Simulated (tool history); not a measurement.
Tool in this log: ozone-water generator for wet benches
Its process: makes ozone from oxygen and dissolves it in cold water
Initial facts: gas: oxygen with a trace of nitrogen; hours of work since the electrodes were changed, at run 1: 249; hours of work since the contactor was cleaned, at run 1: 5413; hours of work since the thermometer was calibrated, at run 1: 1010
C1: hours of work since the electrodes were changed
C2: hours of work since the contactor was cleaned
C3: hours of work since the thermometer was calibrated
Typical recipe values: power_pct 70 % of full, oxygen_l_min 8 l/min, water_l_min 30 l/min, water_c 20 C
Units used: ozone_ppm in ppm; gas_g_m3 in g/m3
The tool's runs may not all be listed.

Run 1, hour 0: usual settings; C1 249; C2 5413; C3 1010. Result: ozone_ppm 15.5 ppm, gas_g_m3 148.4 g/m3.
Run 2, hour 43.1: usual settings; C1 285; C2 5449; C3 1046. Result: ozone_ppm 15.6 ppm, gas_g_m3 148.7 g/m3.
Run 3, hour 105.1: usual settings but water_l_min 25 l/min; C1 337; C2 5501; C3 1098. Result: ozone_ppm 18.3 ppm, gas_g_m3 148.1 g/m3.
Run 4, hour 160.5: usual settings but water_l_min 25 l/min; C1 383; C2 5547; C3 1144. Result: ozone_ppm 17.9 ppm, gas_g_m3 148 g/m3.
Run 5, hour 200.5: usual settings; C1 416; C2 5580; C3 1177. Result: ozone_ppm 15.7 ppm, gas_g_m3 146.8 g/m3.
Run 6, hour 251.9: usual settings; C1 459; C2 5623; C3 1220. Result: ozone_ppm 15.9 ppm, gas_g_m3 149.2 g/m3.
Run 7, hour 323.4: usual settings; C1 519; C2 5683; C3 1279. Result: ozone_ppm 15.5 ppm, gas_g_m3 147.7 g/m3.
Run 8, hour 368: usual settings; C1 556; C2 5720; C3 1317. Result: ozone_ppm 15.4 ppm, gas_g_m3 146.9 g/m3.

What does the tool deliver on the next run?
Run 9, hour 437: usual settings; C1 613; C2 5777; C3 1374. Result: ozone_ppm ?, gas_g_m3 ?.

{"run 9": {"ozone_ppm": 15.6, "gas_g_m3": 147.7}}
With no hidden state in the tool, this same run would have given ozone_ppm 15.7 ppm, gas_g_m3 147.8 g/m3.
